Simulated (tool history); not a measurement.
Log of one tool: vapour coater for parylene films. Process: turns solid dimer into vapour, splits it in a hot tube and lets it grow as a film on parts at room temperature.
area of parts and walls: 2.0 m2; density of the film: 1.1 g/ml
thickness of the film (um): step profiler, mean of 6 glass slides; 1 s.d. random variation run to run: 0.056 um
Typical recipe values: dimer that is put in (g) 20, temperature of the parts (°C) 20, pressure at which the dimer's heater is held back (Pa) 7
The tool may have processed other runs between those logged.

run   hour  dimer that is put in (g)  temperature of the parts (°C)  pressure at which the dimer's heater is held back (Pa)  thickness of the film (um)
  1      0                        20                             20                                                       7                        6.11
  2   12.7                        20                             20                                                       7                        6.08
  3   29.6                        34                             20                                                       7                       10.48
  4     42                        15                             20                                                       7                        4.57
  5   51.7                        20                             20                                                       7                        6.06
  6   65.5                        20                             20                                                       7                        6.05
  7   85.7                        20                             16                                                       7                        6.63
  8  100.2                        20                             20                                                       7                         5.9
  9  120.2                        20                             20                                                    2.97                        7.11
 10  133.1                        20                             20                                                    2.97                        7.08
 11  150.7                        20                             20                                                    2.97                        7.06
 12  159.6                        20                             20                                                    2.97                        6.96
 13  169.8                        20                             20                                                    3.19                        6.92
 14  181.5                        20                             20                                                       7                        5.87
 15  194.4                        20                             16                                                       7                        6.58
 16  214.7                        20                             16                                                       7                        6.57
       221  -- trap's valve overhauled
 17  232.1                        20                             16                                                       7                        7.49
 18  241.2                        20                             16                                                       7                        7.41
 19  256.4                        20                             16                                                    8.37                        6.94
 20  265.8                        20                             31                                                    8.37                        4.56
 21  277.7                        20                             31                                                    2.11                        5.96
 22  288.5                        20                             31                                                    2.11                        5.89
 23  305.7                        20                             31                                                    2.11                        5.92
 24  323.9                        20                             31                                                    2.11                        5.85
 25  333.5                        10                             31                                                    2.69                        2.83
 26  351.9                        10                             31                                                    2.69                        2.78
 27  371.7                        10                             31                                                    2.69                         2.8
 28  387.2                        32                             27                                                    11.3                        7.41
 29    400                        32                             27                                                    11.3                        7.45
 30  413.3                        11                             27                                                    11.3                        2.56
 31  424.5                        11                             27                                                    11.3                        2.57
 32  439.9                        11                             27                                                    11.3                        2.46
 33  459.9                        11                             27                                                    11.3                        2.51
 34  470.6                        28                             27                                                    7.24                        6.87
 35  487.5                        19                             21                                                    2.18                        7.18
 36  504.5                        20                             31                                                       7                        4.37
 37  514.5                        20                             31                                                       7                         4.4
 38  534.7                        20                             31                                                       7                        4.38
 39  544.7                        20                             29                                                    4.78                        5.06
 40    564                        12                             25                                                    7.07                        3.12
 41  572.4                        12                             25                                                    7.07                        3.17
 42  589.9                        12                             25                                                    7.07                        3.06
 43    600                        18                             24                                                    7.07                        4.72
 44  614.8                        11                             16                                                    7.07                        3.73
 45  623.1                        35                             19                                                    2.18                       13.67
 46  638.9                        12                             12                                                    3.83                        4.86
 47  653.5                         8                             13                                                    3.82                        3.23
 48  672.9                         8                             13                                                    3.82                        3.25

The logged runs with the hidden state left out (each run's random variation unchanged):
Hidden conditions of the tool in this case: vapour lost through the trap's worn valve, %; true temperature of the parts over the reading, C; drift of the gauge itself on film_um, %.
run  thickness of the film (um)
  1                        6.59
  2                        6.58
  3                       11.38
  4                        4.98
  5                        6.61
  6                        6.62
  7                        7.29
  8                        6.52
  9                        7.89
 10                        7.88
 11                        7.88
 12                         7.8
 13                        7.77
 14                         6.6
 15                        7.43
 16                        7.46
 17                         7.5
 18                        7.43
 19                        6.99
 20                         4.6
 21                        6.02
 22                        5.97
 23                        6.02
 24                        5.98
 25                         2.9
 26                        2.86
 27                        2.89
 28                        7.68
 29                        7.75
 30                        2.67
 31                        2.68
 32                        2.58
 33                        2.65
 34                        7.26
 35                        7.61
 36                        4.65
 37                        4.69
 38                        4.69
 39                        5.44
 40                        3.37
 41                        3.43
 42                        3.32
 43                        5.14
 44                        4.08
 45                       14.97
 46                        5.37
 47                        3.58
 48                        3.62

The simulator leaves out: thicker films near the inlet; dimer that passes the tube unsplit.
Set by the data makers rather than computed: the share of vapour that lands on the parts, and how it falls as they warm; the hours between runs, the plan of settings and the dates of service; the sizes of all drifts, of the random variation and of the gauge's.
